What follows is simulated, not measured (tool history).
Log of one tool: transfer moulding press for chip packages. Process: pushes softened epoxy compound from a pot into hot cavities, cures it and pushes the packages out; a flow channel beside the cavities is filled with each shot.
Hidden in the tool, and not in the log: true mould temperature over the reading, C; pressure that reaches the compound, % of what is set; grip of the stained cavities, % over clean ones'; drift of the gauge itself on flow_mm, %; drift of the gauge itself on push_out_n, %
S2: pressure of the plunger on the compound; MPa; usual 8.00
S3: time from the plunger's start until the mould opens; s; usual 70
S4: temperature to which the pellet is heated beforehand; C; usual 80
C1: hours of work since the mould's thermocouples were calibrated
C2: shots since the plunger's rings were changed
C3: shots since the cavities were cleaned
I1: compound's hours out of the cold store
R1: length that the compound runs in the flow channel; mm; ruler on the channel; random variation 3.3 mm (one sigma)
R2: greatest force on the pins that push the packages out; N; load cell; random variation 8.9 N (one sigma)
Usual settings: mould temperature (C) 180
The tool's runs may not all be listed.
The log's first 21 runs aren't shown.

run 22 hour=154.4 | mould_temperature_(C)=180 S2=6.14 S3=70 S4=89 | C1=170 C2=3367 C3=393 | I1=8.7 | R1=633 R2=779
run 23 hour=163.1 | mould_temperature_(C)=183 S2=7.63 S3=70 S4=80 | C1=177 C2=3521 C3=547 | I1=16.8 | R1=675 R2=694
run 24 hour=172.1 | mould_temperature_(C)=186 S2=7.63 S3=80 S4=87 | C1=183 C2=3682 C3=708 | I1=25.5 | R1=656 R2=418
-- hour=176.2 cavities cleaned with cleaning compound and waxed
run 25 hour=181.8 | mould_temperature_(C)=179 S2=6.88 S3=97 S4=80 | C1=189 C2=3828 C3=100 | I1=12.3 | R1=669 R2=283
run 26 hour=191.2 | mould_temperature_(C)=181 S2=6.54 S3=97 S4=74 | C1=196 C2=3994 C3=266 | I1=21.6 | R1=620 R2=335
run 27 hour=195.7 | mould_temperature_(C)=175 S2=7.11 S3=61 S4=77 | C1=200 C2=4076 C3=348 | I1=38.4 | R1=623 R2=1310
run 28 hour=201.1 | mould_temperature_(C)=186 S2=7.09 S3=74 S4=77 | C1=204 C2=4170 C3=442 | I1=35.8 | R1=605 R2=447
run 29 hour=210.6 | mould_temperature_(C)=187 S2=6.42 S3=70 S4=73 | C1=211 C2=4340 C3=612 | I1=46.7 | R1=553 R2=521
-- hour=213.6 plunger's sealing rings changed
-- hour=222.6 cavities cleaned with cleaning compound and waxed
run 30 hour=224.2 | mould_temperature_(C)=187 S2=6.48 S3=78 S4=73 | C1=218 C2=163 C3=29 | I1=22.2 | R1=635 R2=235

Forecast each of these 3 alternatives for the next run:
run A hour=232.3 | mould_temperature_(C)=186 S2=6.48 S3=78 S4=70 | C1=224 C2=307 C3=173 | I1=35.9 | R1=? R2=?
run B hour=232.3 | mould_temperature_(C)=187 S2=8.76 S3=94 S4=71 | C1=224 C2=307 C3=173 | I1=18.9 | R1=? R2=?
run C hour=232.3 | mould_temperature_(C)=188 S2=8.00 S3=70 S4=76 | C1=224 C2=307 C3=173 | I1=34.7 | R1=? R2=?

run=A R1=600 R2=325
run=B R1=734 R2=264
run=C R1=667 R2=350
Without the tool's hidden state the same runs would have given:
run=A R1=602 R2=226
run=B R1=737 R2=185
run=C R1=670 R2=242
